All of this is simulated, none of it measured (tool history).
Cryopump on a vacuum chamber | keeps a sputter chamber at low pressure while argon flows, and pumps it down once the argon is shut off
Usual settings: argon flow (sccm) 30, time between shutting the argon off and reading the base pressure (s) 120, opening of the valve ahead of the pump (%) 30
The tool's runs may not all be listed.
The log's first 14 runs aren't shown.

| run | hour | argon flow (sccm) | time between shutting the argon off and reading the base pressure (s) | opening of the valve ahead of the pump (%) | pressure while argon flows (Pa) | pressure after the wait (uPa) |
|---|---|---|---|---|---|---|
| 15 | 981.7 | 17 | 120 | 30 | 0.0447 | 1.14 |
| 16 | 1032.6 | 30 | 120 | 30 | 0.0793 | 1.25 |
| 17 | 1070.5 | 15 | 120 | 30 | 0.0394 | 1.26 |
| 18 | 1108 | 44 | 72 | 30 | 0.1157 | 1.55 |
| 19 | 1174.7 | 44 | 72 | 30 | 0.117 | 1.67 |
| 20 | 1254 | 44 | 72 | 30 | 0.1182 | 1.64 |
| 21 | 1328.4 | 44 | 72 | 21 | 0.1678 | 1.67 |
|  | 1397.6 | pump warmed up, emptied and cooled again |
| 22 | 1397.6 | 53 | 160 | 53 | 0.0776 | 1.13 |
| 23 | 1453.4 | 52 | 160 | 53 | 0.077 | 1.15 |
| 24 | 1513 | 21 | 120 | 30 | 0.0539 | 1.29 |
| 25 | 1568.5 | 24 | 35 | 37 | 0.05 | 2.62 |
| 26 | 1653.9 | 26 | 120 | 17 | 0.1189 | 1.39 |
| 27 | 1738.2 | 14 | 120 | 17 | 0.064 | 1.42 |
| 28 | 1788.7 | 36 | 68 | 21 | 0.1334 | 1.86 |
| 29 | 1863.9 | 30 | 20 | 30 | 0.0788 | 3.96 |
| 30 | 1938.2 | 30 | 20 | 30 | 0.0794 | 4.03 |
| 31 | 2014.8 | 19 | 79 | 46 | 0.0334 | 1.81 |
| 32 | 2073.3 | 33 | 98 | 58 | 0.048 | 1.7 |
| 33 | 2134.9 | 30 | 120 | 52 | 0.0481 | 1.56 |

Run 34 comes next. What will it give?
| 34 | 2210.6 | 30 | 120 | 52 | ? | ? |

{"run 34": {"pressure while argon flows (Pa)": 0.049, "pressure after the wait (uPa)": 1.62}}
Without the tool's hidden state the same run would have given pressure while argon flows (Pa) 0.0444, pressure after the wait (uPa) 0.63.
